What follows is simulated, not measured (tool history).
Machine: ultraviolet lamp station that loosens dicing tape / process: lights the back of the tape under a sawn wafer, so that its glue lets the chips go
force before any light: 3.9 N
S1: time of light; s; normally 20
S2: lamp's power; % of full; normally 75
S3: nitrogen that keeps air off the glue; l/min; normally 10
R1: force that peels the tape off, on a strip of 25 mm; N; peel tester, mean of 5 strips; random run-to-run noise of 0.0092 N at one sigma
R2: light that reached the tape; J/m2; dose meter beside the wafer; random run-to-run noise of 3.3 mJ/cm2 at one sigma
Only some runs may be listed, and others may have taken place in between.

Run 1, day 0.000: usual settings. Result: R1 0.553 N, R2 4320 J/m2.
At day 1.679: window cleaned of glue's vapour.
Run 2, day 1.688: usual settings. Result: R1 0.611 N, R2 3970 J/m2.
Run 3, day 3.904: usual settings. Result: R1 0.649 N, R2 3910 J/m2.
Run 4, day 6.521: usual settings. Result: R1 0.684 N, R2 3740 J/m2.
Run 5, day 9.571: usual settings. Result: R1 0.739 N, R2 3600 J/m2.
Run 6, day 11.158: usual settings. Result: R1 0.753 N, R2 3550 J/m2.
Run 7, day 13.167: usual settings. Result: R1 0.792 N, R2 3430 J/m2.
At day 14.692: window cleaned of glue's vapour, once more.
Run 8, day 15.396: usual settings but S1 12 s. Result: R1 0.952 N, R2 2920 J/m2.
Run 9, day 17.958: usual settings. Result: R1 0.458 N, R2 4770 J/m2.
Run 10, day 19.421: usual settings but S3 5 l/min. Result: R1 0.778 N, R2 4710 J/m2.
Run 11, day 21.767: usual settings but S1 19 s. Result: R1 0.540 N, R2 4330 J/m2.
Run 12, day 23.925: usual settings but S1 19 s. Result: R1 0.564 N, R2 4280 J/m2.
Run 13, day 25.825: usual settings but S1 22 s. Result: R1 0.449 N, R2 4830 J/m2.
Run 14, day 27.658: usual settings but S1 22 s, S2 98 % of full. Result: R1 0.282 N, R2 6090 J/m2.
Run 15, day 30.788: usual settings but S1 36 s. Result: R1 0.203 N, R2 7320 J/m2.
Run 16, day 32.079: usual settings but S1 36 s. Result: R1 0.211 N, R2 7370 J/m2.
Run 17, day 33.592: usual settings but S1 36 s. Result: R1 0.210 N, R2 7130 J/m2.
Run 18, day 35.925: usual settings but S1 36 s. Result: R1 0.227 N, R2 6970 J/m2.
Run 19, day 38.342: usual settings. Result: R1 0.673 N, R2 3770 J/m2.
At day 38.717: window cleaned of glue's vapour.
Run 20, day 40.167: usual settings. Result: R1 0.514 N, R2 4460 J/m2.
Run 21, day 43.154: usual settings. Result: R1 0.550 N, R2 4360 J/m2.
Run 22, day 45.579: usual settings but S1 25 s, S3 4 l/min. Result: R1 0.748 N, R2 5290 J/m2.
Run 23, day 47.825: usual settings but S1 40 s, S3 18 l/min. Result: R1 0.139 N, R2 8390 J/m2.
Run 24, day 49.954: usual settings but S1 40 s, S3 18 l/min. Result: R1 0.141 N, R2 7990 J/m2.
Run 25, day 51.812: usual settings but S1 25 s, S3 6 l/min. Result: R1 0.621 N, R2 4900 J/m2.
Run 26, day 54.038: usual settings but S1 11 s, S2 84 % of full, S3 15 l/min. Result: R1 1.106 N, R2 2340 J/m2.
Run 27, day 56.100: usual settings but S1 11 s, S2 84 % of full, S3 15 l/min. Result: R1 1.076 N, R2 2280 J/m2.
Run 28, day 59.150: usual settings but S1 11 s, S2 84 % of full, S3 15 l/min. Result: R1 1.126 N, R2 2210 J/m2.
Run 29, day 62.058: usual settings but S1 11 s, S2 84 % of full, S3 15 l/min. Result: R1 1.225 N, R2 2120 J/m2.
At day 62.758: window cleaned of glue's vapour.
Run 30, day 64.250: usual settings but S1 11 s, S2 84 % of full, S3 15 l/min. Result: R1 0.995 N, R2 2520 J/m2.
Run 31, day 65.900: usual settings but S1 23 s, S2 80 % of full, S3 19 l/min. Result: R1 0.289 N, R2 4850 J/m2.
Run 32, day 68.588: usual settings but S3 13 l/min. Result: R1 0.563 N, R2 3860 J/m2.
Run 33, day 71.671: usual settings but S2 90 % of full, S3 4 l/min. Result: R1 0.922 N, R2 4410 J/m2.
Run 34, day 73.700: usual settings but S1 18 s, S2 83 % of full. Result: R1 0.757 N, R2 3590 J/m2.
Run 35, day 76.100: usual settings but S1 14 s, S2 65 % of full. Result: R1 1.387 N, R2 2200 J/m2.
Run 36, day 77.738: usual settings but S1 24 s, S2 77 % of full, S3 9 l/min. Result: R1 0.597 N, R2 4270 J/m2.
Run 37, day 80.821: usual settings but S1 24 s, S2 77 % of full, S3 9 l/min. Result: R1 0.638 N, R2 4070 J/m2.
Run 38, day 83.938: usual settings but S1 12 s, S2 71 % of full, S3 8 l/min. Result: R1 1.762 N, R2 1810 J/m2.
Run 39, day 85.742: usual settings but S1 19 s, S2 69 % of full, S3 4 l/min. Result: R1 1.524 N, R2 2750 J/m2.
At day 86.908: window cleaned of glue's vapour.
At day 87.108: lamp changed.
Run 40, day 88.621: usual settings but S1 19 s, S2 97 % of full, S3 8 l/min. Result: R1 0.325 N, R2 6170 J/m2.
Run 41, day 91.108: usual settings but S1 27 s, S2 69 % of full, S3 3 l/min. Result: R1 0.729 N, R2 6140 J/m2.
Run 42, day 93.004: usual settings but S1 40 s, S2 98 % of full. Result: R1 0.110 N, R2 12380 J/m2.

A few steps of R1 between consecutive runs. Split each: what settings, incoming material and random variation would produce without the hidden state, and what is left over for the hidden state, along with gauge scatter present in only one of the two compared results (measured, and without hidden state):
Hidden state present: lamp's light, % of a new lamp's; light that the window lets through, % of a clean one's; drift of the gauge itself on peel_n, %; drift of the gauge itself on dose_mj_cm2, %.
Run 7 -> 8: S1 20 -> 12, window cleaned of glue's vapour, once more. R1 +0.160 N: hidden state -0.316, all else +0.476.
Run 35 -> 36: S1 14 -> 24, S2 65 -> 77, S3 10 -> 9. R1 -0.790 N: hidden state -0.199, all else -0.591.
Run 37 -> 38: S1 24 -> 12, S2 77 -> 71, S3 9 -> 8. R1 +1.124 N: hidden state +0.318, all else +0.806.
Run 39 -> 40: S2 69 -> 97, S3 4 -> 8, window cleaned of glue's vapour, lamp changed. R1 -1.199 N: hidden state -0.627, all else -0.572.

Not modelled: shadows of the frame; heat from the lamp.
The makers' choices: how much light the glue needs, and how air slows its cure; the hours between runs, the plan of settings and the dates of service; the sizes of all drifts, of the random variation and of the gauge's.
